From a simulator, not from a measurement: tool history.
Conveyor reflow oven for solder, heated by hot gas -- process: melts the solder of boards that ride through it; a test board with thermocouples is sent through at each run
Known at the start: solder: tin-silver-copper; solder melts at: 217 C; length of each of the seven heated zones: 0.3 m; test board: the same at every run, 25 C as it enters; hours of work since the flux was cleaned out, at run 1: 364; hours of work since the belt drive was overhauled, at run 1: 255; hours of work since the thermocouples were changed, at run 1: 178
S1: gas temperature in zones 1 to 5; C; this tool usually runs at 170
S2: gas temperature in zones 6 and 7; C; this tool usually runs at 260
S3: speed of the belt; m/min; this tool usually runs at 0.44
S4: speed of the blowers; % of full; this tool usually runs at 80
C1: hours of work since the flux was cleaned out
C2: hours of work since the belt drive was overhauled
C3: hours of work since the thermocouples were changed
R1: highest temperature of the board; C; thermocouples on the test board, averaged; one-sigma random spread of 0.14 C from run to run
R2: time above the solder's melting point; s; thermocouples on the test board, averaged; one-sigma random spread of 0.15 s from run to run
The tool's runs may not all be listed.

run	hour	S1	S2	S3	S4	C1	C2	C3	R1	R2
1	0	170	260	0.44	80	364	255	178	248.6	58.2
2	9.6	170	260	0.44	65	371	261	185	245.3	53.8
3	18.9	170	260	0.44	65	377	267	191	244.9	54.2
4	27.7	170	260	0.44	65	383	273	196	245.3	53.9
5	37.9	170	260	0.44	80	389	280	203	248.6	58.4
6	44.1	170	260	0.44	80	393	284	207	248.5	58.4
7	52.9	170	260	0.44	80	399	290	213	248.6	58.2
8	61	170	260	0.44	80	404	295	218	248.5	58.5
9	68.1	158	260	0.44	80	409	300	223	246.8	53.1
# hour 73.9: flux residue cleaned out of gas plates and filters
10	80.9	158	260	0.44	80	5	305	228	247	53.4
11	89.6	158	260	0.44	80	10	311	234	246.9	53
12	100.7	170	260	0.482	80	18	318	241	246.2	50.3
13	105.7	170	260	0.482	80	21	321	244	246.1	50.8
14	111.1	166	264	0.482	80	24	325	248	248.8	51.4
15	120.4	166	264	0.482	80	30	331	254	249.2	51.5
16	130.8	163	264	0.482	80	37	338	261	248.8	50
17	141.5	176	264	0.497	80	44	345	268	249.8	53.3
18	152.2	168	264	0.367	80	51	352	275	256.3	78
19	162.7	163	264	0.367	80	58	359	282	255.7	75.2
20	170.7	176	251	0.505	87	64	364	287	239.3	44.8
21	177.7	176	248	0.409	52	68	368	292	234.2	46.4
22	186.9	176	248	0.409	52	74	374	298	234.3	46.4
23	194.3	157	254	0.486	64	79	379	302	234.2	31.8
24	201.6	170	271	0.44	80	84	384	307	258.7	65.1
25	208.2	170	271	0.44	80	88	388	312	258.7	65.2

Entry by entry between the runs, the difference in hidden state between the last listed run before and the first listed run after:
From run 9 to run 10: flux residue cleaned out of gas plates and filters (hour 73.9)
  heat that the gas passes to the board, % of a clean oven's: 99.7 -> 100

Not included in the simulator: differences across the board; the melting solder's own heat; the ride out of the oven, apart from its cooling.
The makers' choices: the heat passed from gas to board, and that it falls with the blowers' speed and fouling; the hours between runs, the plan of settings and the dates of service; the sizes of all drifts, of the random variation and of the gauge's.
